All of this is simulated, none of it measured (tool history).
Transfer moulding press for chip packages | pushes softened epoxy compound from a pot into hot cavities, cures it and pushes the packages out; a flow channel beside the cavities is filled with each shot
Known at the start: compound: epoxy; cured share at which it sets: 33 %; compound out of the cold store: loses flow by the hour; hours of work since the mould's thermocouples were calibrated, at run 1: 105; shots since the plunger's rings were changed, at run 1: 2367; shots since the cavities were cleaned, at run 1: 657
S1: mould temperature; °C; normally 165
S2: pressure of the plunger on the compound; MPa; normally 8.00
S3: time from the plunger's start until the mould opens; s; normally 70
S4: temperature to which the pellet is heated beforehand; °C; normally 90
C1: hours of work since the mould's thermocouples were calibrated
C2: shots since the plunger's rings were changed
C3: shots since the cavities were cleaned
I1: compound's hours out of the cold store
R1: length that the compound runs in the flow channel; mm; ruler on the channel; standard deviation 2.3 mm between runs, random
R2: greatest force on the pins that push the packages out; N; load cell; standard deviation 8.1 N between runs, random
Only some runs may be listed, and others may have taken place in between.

{"run": 1, "hour": 0.0, "S1": 165, "S2": 8.0, "S3": 70, "S4": 90, "C1": 105, "C2": 2367, "C3": 657, "I1": 42.0, "R1": 595, "R2": 482}
{"hour": 20.8, "done": "cavities cleaned with cleaning compound and waxed"}
{"run": 2, "hour": 21.0, "S1": 165, "S2": 8.0, "S3": 70, "S4": 90, "C1": 119, "C2": 2691, "C3": 3, "I1": 27.9, "R1": 636, "R2": 337}
{"run": 3, "hour": 36.2, "S1": 165, "S2": 8.0, "S3": 70, "S4": 90, "C1": 130, "C2": 2945, "C3": 257, "I1": 43.7, "R1": 591, "R2": 427}
{"run": 4, "hour": 48.6, "S1": 165, "S2": 8.0, "S3": 70, "S4": 90, "C1": 140, "C2": 3150, "C3": 462, "I1": 13.5, "R1": 673, "R2": 519}
{"hour": 56.4, "done": "plunger's sealing rings changed"}
{"run": 5, "hour": 67.7, "S1": 165, "S2": 8.0, "S3": 70, "S4": 90, "C1": 152, "C2": 188, "C3": 739, "I1": 39.2, "R1": 614, "R2": 505}
{"hour": 83.2, "done": "cavities cleaned with cleaning compound and waxed"}
{"run": 6, "hour": 83.2, "S1": 165, "S2": 8.0, "S3": 70, "S4": 90, "C1": 162, "C2": 422, "C3": 0, "I1": 33.8, "R1": 634, "R2": 324}
{"run": 7, "hour": 100.1, "S1": 172, "S2": 8.0, "S3": 70, "S4": 90, "C1": 175, "C2": 702, "C3": 280, "I1": 9.6, "R1": 684, "R2": 372}
{"run": 8, "hour": 120.9, "S1": 172, "S2": 8.0, "S3": 70, "S4": 90, "C1": 190, "C2": 1049, "C3": 627, "I1": 20.4, "R1": 646, "R2": 430}
{"run": 9, "hour": 132.4, "S1": 165, "S2": 8.0, "S3": 70, "S4": 82, "C1": 198, "C2": 1240, "C3": 818, "I1": 30.3, "R1": 636, "R2": 521}
{"hour": 143.8, "done": "cavities cleaned with cleaning compound and waxed"}
{"run": 10, "hour": 152.1, "S1": 165, "S2": 8.0, "S3": 70, "S4": 82, "C1": 212, "C2": 1542, "C3": 138, "I1": 8.3, "R1": 702, "R2": 437}
{"run": 11, "hour": 173.9, "S1": 165, "S2": 8.0, "S3": 70, "S4": 82, "C1": 228, "C2": 1906, "C3": 502, "I1": 25.1, "R1": 647, "R2": 498}
{"run": 12, "hour": 193.4, "S1": 165, "S2": 8.0, "S3": 70, "S4": 90, "C1": 242, "C2": 2231, "C3": 827, "I1": 24.0, "R1": 656, "R2": 531}
{"hour": 203.2, "done": "cavities cleaned with cleaning compound and waxed"}
{"run": 13, "hour": 214.8, "S1": 165, "S2": 8.0, "S3": 70, "S4": 94, "C1": 257, "C2": 2562, "C3": 195, "I1": 42.3, "R1": 591, "R2": 415}
{"run": 14, "hour": 237.3, "S1": 165, "S2": 8.0, "S3": 70, "S4": 94, "C1": 273, "C2": 2935, "C3": 568, "I1": 24.3, "R1": 645, "R2": 473}
{"run": 15, "hour": 249.6, "S1": 165, "S2": 8.69, "S3": 70, "S4": 90, "C1": 283, "C2": 3140, "C3": 773, "I1": 18.0, "R1": 690, "R2": 518}
{"hour": 259.2, "done": "plunger's sealing rings changed"}
{"hour": 266.0, "done": "cavities cleaned with cleaning compound and waxed"}
{"run": 16, "hour": 270.6, "S1": 161, "S2": 6.7, "S3": 63, "S4": 87, "C1": 295, "C2": 165, "C3": 76, "I1": 13.3, "R1": 650, "R2": 657}
{"run": 17, "hour": 290.0, "S1": 165, "S2": 9.85, "S3": 70, "S4": 99, "C1": 309, "C2": 488, "C3": 399, "I1": 41.4, "R1": 669, "R2": 452}
{"run": 18, "hour": 301.8, "S1": 173, "S2": 8.0, "S3": 83, "S4": 82, "C1": 318, "C2": 685, "C3": 596, "I1": 13.5, "R1": 674, "R2": 414}
{"run": 19, "hour": 317.7, "S1": 165, "S2": 9.11, "S3": 51, "S4": 90, "C1": 330, "C2": 948, "C3": 859, "I1": 21.2, "R1": 710, "R2": 1030}
{"hour": 325.7, "done": "cavities cleaned with cleaning compound and waxed"}
{"run": 20, "hour": 335.5, "S1": 162, "S2": 8.0, "S3": 70, "S4": 92, "C1": 342, "C2": 1221, "C3": 165, "I1": 34.7, "R1": 632, "R2": 454}
{"run": 21, "hour": 345.3, "S1": 162, "S2": 8.0, "S3": 70, "S4": 92, "C1": 349, "C2": 1383, "C3": 327, "I1": 11.5, "R1": 702, "R2": 556}
{"run": 22, "hour": 365.9, "S1": 162, "S2": 8.0, "S3": 73, "S4": 92, "C1": 364, "C2": 1725, "C3": 669, "I1": 35.7, "R1": 620, "R2": 520}
{"run": 23, "hour": 378.0, "S1": 168, "S2": 8.34, "S3": 60, "S4": 96, "C1": 373, "C2": 1927, "C3": 871, "I1": 11.2, "R1": 695, "R2": 558}
{"hour": 385.0, "done": "cavities cleaned with cleaning compound and waxed"}
{"run": 24, "hour": 402.0, "S1": 169, "S2": 7.22, "S3": 60, "S4": 96, "C1": 390, "C2": 2301, "C3": 283, "I1": 11.4, "R1": 642, "R2": 476}
{"run": 25, "hour": 423.5, "S1": 170, "S2": 8.54, "S3": 91, "S4": 82, "C1": 406, "C2": 2660, "C3": 642, "I1": 8.5, "R1": 708, "R2": 420}
{"run": 26, "hour": 437.8, "S1": 170, "S2": 8.54, "S3": 91, "S4": 82, "C1": 416, "C2": 2896, "C3": 878, "I1": 47.6, "R1": 584, "R2": 437}
{"hour": 444.5, "done": "cavities cleaned with cleaning compound and waxed"}
{"run": 27, "hour": 457.1, "S1": 169, "S2": 9.49, "S3": 57, "S4": 100, "C1": 429, "C2": 3193, "C3": 209, "I1": 37.4, "R1": 644, "R2": 438}
{"hour": 462.3, "done": "plunger's sealing rings changed"}
{"run": 28, "hour": 476.8, "S1": 169, "S2": 9.49, "S3": 57, "S4": 100, "C1": 442, "C2": 241, "C3": 495, "I1": 23.1, "R1": 702, "R2": 517}
{"run": 29, "hour": 494.4, "S1": 164, "S2": 6.25, "S3": 105, "S4": 85, "C1": 455, "C2": 534, "C3": 788, "I1": 32.3, "R1": 564, "R2": 428}

Results per run with the tool's hidden condition removed, run-to-run variation unchanged:
The hidden state here: true mould temperature over the reading, C; pressure that reaches the compound, % of what is set; grip of the stained cavities, % over clean ones'; drift of the gauge itself on flow_mm, %; drift of the gauge itself on push_out_n, %.
run=1 R1=610 R2=326
run=2 R1=655 R2=333
run=3 R1=610 R2=332
run=4 R1=696 R2=371
run=5 R1=617 R2=339
run=6 R1=638 R2=328
run=7 R1=691 R2=283
run=8 R1=655 R2=293
run=9 R1=646 R2=352
run=10 R1=715 R2=373
run=11 R1=661 R2=350
run=12 R1=672 R2=358
run=13 R1=608 R2=341
run=14 R1=666 R2=332
run=15 R1=714 R2=354
run=16 R1=654 R2=618
run=17 R1=675 R2=335
run=18 R1=681 R2=282
run=19 R1=719 R2=713
run=20 R1=642 R2=391
run=21 R1=714 R2=435
run=22 R1=633 R2=365
run=23 R1=711 R2=385
run=24 R1=659 R2=378
run=25 R1=729 R2=282
run=26 R1=602 R2=285
run=27 R1=667 R2=366
run=28 R1=707 R2=381
run=29 R1=570 R2=283
